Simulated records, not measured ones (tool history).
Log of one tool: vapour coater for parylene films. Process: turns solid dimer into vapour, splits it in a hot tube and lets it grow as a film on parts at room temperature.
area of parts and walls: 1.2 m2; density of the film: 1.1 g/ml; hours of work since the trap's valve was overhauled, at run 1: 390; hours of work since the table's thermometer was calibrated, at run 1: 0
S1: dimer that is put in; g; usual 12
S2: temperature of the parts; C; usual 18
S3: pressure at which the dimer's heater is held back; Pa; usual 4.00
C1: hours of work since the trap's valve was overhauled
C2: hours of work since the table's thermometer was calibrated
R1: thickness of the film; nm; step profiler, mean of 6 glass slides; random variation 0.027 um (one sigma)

Run 1, hour 0.0: usual settings; C1 390; C2 0. Result: R1 5660 nm.
Run 2, hour 74.9: usual settings; C1 424; C2 34. Result: R1 5630 nm.
Run 3, hour 125.3: usual settings but S2 21 C; C1 448; C2 58. Result: R1 5050 nm.
Run 4, hour 159.6: usual settings but S2 11 C; C1 463; C2 73. Result: R1 7450 nm.
Run 5, hour 198.8: usual settings but S2 11 C; C1 481; C2 91. Result: R1 7450 nm.
At hour 214.5: trap's valve overhauled.
Run 6, hour 267.4: usual settings but S2 11 C; C1 24; C2 121. Result: R1 7420 nm.
Run 7, hour 325.9: usual settings but S2 23 C; C1 51; C2 148. Result: R1 4700 nm.
Run 8, hour 386.7: usual settings but S2 23 C; C1 79; C2 176. Result: R1 4690 nm.
Run 9, hour 455.1: usual settings but S2 17 C; C1 111; C2 208. Result: R1 5900 nm.
Run 10, hour 497.1: usual settings but S2 13 C; C1 130; C2 227. Result: R1 6880 nm.
Run 11, hour 573.9: usual settings but S2 13 C; C1 165; C2 262. Result: R1 6880 nm.
Run 12, hour 632.8: usual settings but S2 15 C; C1 193; C2 289. Result: R1 6370 nm.
Run 13, hour 680.1: usual settings but S2 15 C; C1 214; C2 311. Result: R1 6360 nm.
Run 14, hour 735.5: usual settings; C1 240; C2 337. Result: R1 5710 nm.
Run 15, hour 793.0: usual settings but S1 10 g, S2 30 C, S3 10.73 Pa; C1 266; C2 363. Result: R1 2690 nm.
Run 16, hour 830.3: usual settings but S1 10 g, S2 14 C, S3 2.62 Pa; C1 283; C2 380. Result: R1 5710 nm.
Run 17, hour 892.0: usual settings but S1 10 g, S2 14 C, S3 2.62 Pa; C1 312; C2 409. Result: R1 5760 nm.
Run 18, hour 933.7: usual settings but S2 26 C, S3 2.88 Pa; C1 331; C2 428. Result: R1 4290 nm.
Run 19, hour 993.9: usual settings but S2 26 C, S3 2.88 Pa; C1 359; C2 456. Result: R1 4320 nm.
Run 20, hour 1058.0: usual settings but S1 5 g, S2 16 C, S3 9.49 Pa; C1 388; C2 485. Result: R1 2340 nm.
Run 21, hour 1114.5: usual settings but S1 5 g, S2 16 C, S3 9.49 Pa; C1 414; C2 511. Result: R1 2360 nm.
Run 22, hour 1175.9: usual settings but S2 14 C, S3 10.13 Pa; C1 442; C2 539. Result: R1 6010 nm.
Run 23, hour 1238.4: usual settings but S2 14 C, S3 10.13 Pa; C1 471; C2 568. Result: R1 6040 nm.
At hour 1275.7: trap's valve overhauled.
Run 24, hour 1296.2: usual settings but S2 14 C, S3 10.13 Pa; C1 9; C2 593. Result: R1 6030 nm.
Run 25, hour 1339.5: usual settings but S2 14 C, S3 10.13 Pa; C1 29; C2 613. Result: R1 6080 nm.
Run 26, hour 1375.6: usual settings but S2 11 C, S3 7.62 Pa; C1 46; C2 629. Result: R1 7020 nm.
Run 27, hour 1448.4: usual settings but S2 11 C, S3 7.62 Pa; C1 79; C2 663. Result: R1 6940 nm.

4 ways to go on from here, each from the tool as it stands after run 27. What would each give?
Run A, hour 1510.7: usual settings but S2 17 C, S3 2.36 Pa; C1 108; C2 692. Result: R1 ?.
Run B, hour 1510.7: usual settings but S2 11 C, S3 4.70 Pa; C1 108; C2 692. Result: R1 ?.
Run C, hour 1510.7: usual settings but S1 5 g, S3 10.15 Pa; C1 108; C2 692. Result: R1 ?.
Run D, hour 1510.7: usual settings but S2 23 C, S3 7.32 Pa; C1 108; C2 692. Result: R1 ?.

run    R1
  A  6260
  B  7310
  C  2190
  D  4430
Without the tool's hidden state the same runs would have given:
run    R1
  A  6260
  B  7310
  C  2190
  D  4430

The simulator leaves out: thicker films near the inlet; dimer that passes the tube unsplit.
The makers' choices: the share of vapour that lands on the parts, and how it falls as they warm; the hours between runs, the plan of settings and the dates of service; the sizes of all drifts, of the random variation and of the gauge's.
